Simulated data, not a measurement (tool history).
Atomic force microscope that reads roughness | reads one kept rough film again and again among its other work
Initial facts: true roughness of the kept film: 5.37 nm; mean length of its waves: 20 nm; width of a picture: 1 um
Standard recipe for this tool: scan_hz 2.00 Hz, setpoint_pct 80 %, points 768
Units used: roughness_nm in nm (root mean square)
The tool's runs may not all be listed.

{"run": 1, "hour": 0.0, "scan_hz": 2.0, "setpoint_pct": 80, "points": 768, "roughness_nm": 3.212}
{"run": 2, "hour": 6.0, "scan_hz": 1.04, "setpoint_pct": 80, "points": 768, "roughness_nm": 3.284}
{"run": 3, "hour": 12.2, "scan_hz": 1.04, "setpoint_pct": 80, "points": 768, "roughness_nm": 3.243}
{"run": 4, "hour": 17.9, "scan_hz": 1.04, "setpoint_pct": 80, "points": 768, "roughness_nm": 3.197}
{"run": 5, "hour": 25.4, "scan_hz": 1.04, "setpoint_pct": 80, "points": 768, "roughness_nm": 3.145}
{"run": 6, "hour": 32.1, "scan_hz": 2.0, "setpoint_pct": 80, "points": 768, "roughness_nm": 2.97}
{"run": 7, "hour": 35.9, "scan_hz": 2.0, "setpoint_pct": 80, "points": 768, "roughness_nm": 2.977}
{"run": 8, "hour": 40.6, "scan_hz": 2.0, "setpoint_pct": 80, "points": 504, "roughness_nm": 2.941}
{"run": 9, "hour": 44.3, "scan_hz": 2.0, "setpoint_pct": 80, "points": 259, "roughness_nm": 2.836}
{"run": 10, "hour": 48.8, "scan_hz": 2.0, "setpoint_pct": 80, "points": 768, "roughness_nm": 2.904}
{"run": 11, "hour": 54.5, "scan_hz": 2.0, "setpoint_pct": 80, "points": 768, "roughness_nm": 2.855}
{"run": 12, "hour": 59.3, "scan_hz": 2.0, "setpoint_pct": 80, "points": 768, "roughness_nm": 2.868}
{"run": 13, "hour": 63.7, "scan_hz": 2.0, "setpoint_pct": 80, "points": 768, "roughness_nm": 2.824}
{"run": 14, "hour": 69.6, "scan_hz": 0.79, "setpoint_pct": 80, "points": 768, "roughness_nm": 2.959}
{"run": 15, "hour": 74.7, "scan_hz": 0.79, "setpoint_pct": 72, "points": 768, "roughness_nm": 2.942}
{"hour": 81.9, "done": "new tip fitted"}
{"run": 16, "hour": 83.9, "scan_hz": 2.0, "setpoint_pct": 80, "points": 768, "roughness_nm": 3.886}
{"hour": 85.8, "done": "height scale calibrated on a step standard"}
{"run": 17, "hour": 92.8, "scan_hz": 2.0, "setpoint_pct": 80, "points": 346, "roughness_nm": 3.732}
{"run": 18, "hour": 101.3, "scan_hz": 2.0, "setpoint_pct": 80, "points": 346, "roughness_nm": 3.664}
{"run": 19, "hour": 109.1, "scan_hz": 2.0, "setpoint_pct": 80, "points": 768, "roughness_nm": 3.677}
{"hour": 113.0, "done": "height scale calibrated on a step standard, once more"}
{"run": 20, "hour": 114.0, "scan_hz": 2.0, "setpoint_pct": 80, "points": 768, "roughness_nm": 3.609}
{"run": 21, "hour": 120.5, "scan_hz": 2.0, "setpoint_pct": 80, "points": 768, "roughness_nm": 3.554}
{"run": 22, "hour": 126.1, "scan_hz": 2.0, "setpoint_pct": 80, "points": 768, "roughness_nm": 3.506}
{"run": 23, "hour": 131.2, "scan_hz": 2.0, "setpoint_pct": 80, "points": 768, "roughness_nm": 3.481}
{"run": 24, "hour": 136.8, "scan_hz": 2.0, "setpoint_pct": 80, "points": 768, "roughness_nm": 3.425}
{"run": 25, "hour": 143.4, "scan_hz": 2.0, "setpoint_pct": 80, "points": 768, "roughness_nm": 3.403}
{"run": 26, "hour": 148.8, "scan_hz": 2.0, "setpoint_pct": 80, "points": 768, "roughness_nm": 3.349}
{"run": 27, "hour": 156.1, "scan_hz": 2.0, "setpoint_pct": 63, "points": 768, "roughness_nm": 3.446}
{"run": 28, "hour": 160.2, "scan_hz": 2.0, "setpoint_pct": 63, "points": 768, "roughness_nm": 3.445}
{"run": 29, "hour": 165.6, "scan_hz": 2.0, "setpoint_pct": 63, "points": 768, "roughness_nm": 3.403}
{"run": 30, "hour": 170.1, "scan_hz": 2.0, "setpoint_pct": 63, "points": 768, "roughness_nm": 3.356}
{"run": 31, "hour": 178.8, "scan_hz": 1.25, "setpoint_pct": 80, "points": 768, "roughness_nm": 3.248}
{"run": 32, "hour": 183.1, "scan_hz": 2.0, "setpoint_pct": 80, "points": 371, "roughness_nm": 3.094}
{"run": 33, "hour": 190.1, "scan_hz": 2.0, "setpoint_pct": 80, "points": 1005, "roughness_nm": 3.087}
{"run": 34, "hour": 196.6, "scan_hz": 1.35, "setpoint_pct": 78, "points": 763, "roughness_nm": 3.15}
{"run": 35, "hour": 200.3, "scan_hz": 0.82, "setpoint_pct": 78, "points": 285, "roughness_nm": 3.054}
{"run": 36, "hour": 207.3, "scan_hz": 0.78, "setpoint_pct": 81, "points": 400, "roughness_nm": 3.09}
{"run": 37, "hour": 216.4, "scan_hz": 2.71, "setpoint_pct": 73, "points": 316, "roughness_nm": 2.885}
{"run": 38, "hour": 220.4, "scan_hz": 2.71, "setpoint_pct": 73, "points": 316, "roughness_nm": 2.84}
{"run": 39, "hour": 224.3, "scan_hz": 1.27, "setpoint_pct": 57, "points": 536, "roughness_nm": 3.076}
{"run": 40, "hour": 233.1, "scan_hz": 1.77, "setpoint_pct": 58, "points": 379, "roughness_nm": 2.986}
{"run": 41, "hour": 240.8, "scan_hz": 1.77, "setpoint_pct": 58, "points": 379, "roughness_nm": 2.947}
{"hour": 243.7, "done": "new tip fitted"}
{"run": 42, "hour": 247.5, "scan_hz": 2.0, "setpoint_pct": 78, "points": 768, "roughness_nm": 3.855}
{"run": 43, "hour": 254.4, "scan_hz": 2.0, "setpoint_pct": 81, "points": 768, "roughness_nm": 3.726}
{"run": 44, "hour": 261.4, "scan_hz": 2.0, "setpoint_pct": 80, "points": 739, "roughness_nm": 3.695}
{"run": 45, "hour": 269.9, "scan_hz": 0.58, "setpoint_pct": 68, "points": 768, "roughness_nm": 3.855}
{"run": 46, "hour": 275.4, "scan_hz": 2.0, "setpoint_pct": 60, "points": 768, "roughness_nm": 3.754}
{"run": 47, "hour": 279.8, "scan_hz": 0.65, "setpoint_pct": 80, "points": 768, "roughness_nm": 3.755}
{"run": 48, "hour": 288.6, "scan_hz": 0.55, "setpoint_pct": 79, "points": 780, "roughness_nm": 3.682}
{"run": 49, "hour": 296.3, "scan_hz": 0.55, "setpoint_pct": 79, "points": 780, "roughness_nm": 3.621}
{"run": 50, "hour": 303.7, "scan_hz": 0.55, "setpoint_pct": 79, "points": 780, "roughness_nm": 3.556}
{"run": 51, "hour": 311.1, "scan_hz": 2.89, "setpoint_pct": 66, "points": 568, "roughness_nm": 3.338}
{"run": 52, "hour": 317.3, "scan_hz": 2.89, "setpoint_pct": 66, "points": 568, "roughness_nm": 3.343}
{"run": 53, "hour": 322.1, "scan_hz": 2.0, "setpoint_pct": 81, "points": 890, "roughness_nm": 3.224}

4 ways to go on from here, each from the tool as it stands after run 53. What would each give?
{"run": "A", "hour": 327.5, "scan_hz": 2.0, "setpoint_pct": 86, "points": 890, "roughness_nm": "?"}
{"run": "B", "hour": 327.5, "scan_hz": 2.0, "setpoint_pct": 81, "points": 341, "roughness_nm": "?"}
{"run": "C", "hour": 327.5, "scan_hz": 1.3, "setpoint_pct": 81, "points": 341, "roughness_nm": "?"}
{"run": "D", "hour": 327.5, "scan_hz": 3.34, "setpoint_pct": 75, "points": 714, "roughness_nm": "?"}

run=A roughness_nm=3.114
run=B roughness_nm=3.133
run=C roughness_nm=3.212
run=D roughness_nm=3.113
With the hidden condition removed and each run's random variation left untouched, the same runs would have given:
run=A roughness_nm=3.807
run=B roughness_nm=3.831
run=C roughness_nm=3.927
run=D roughness_nm=3.808
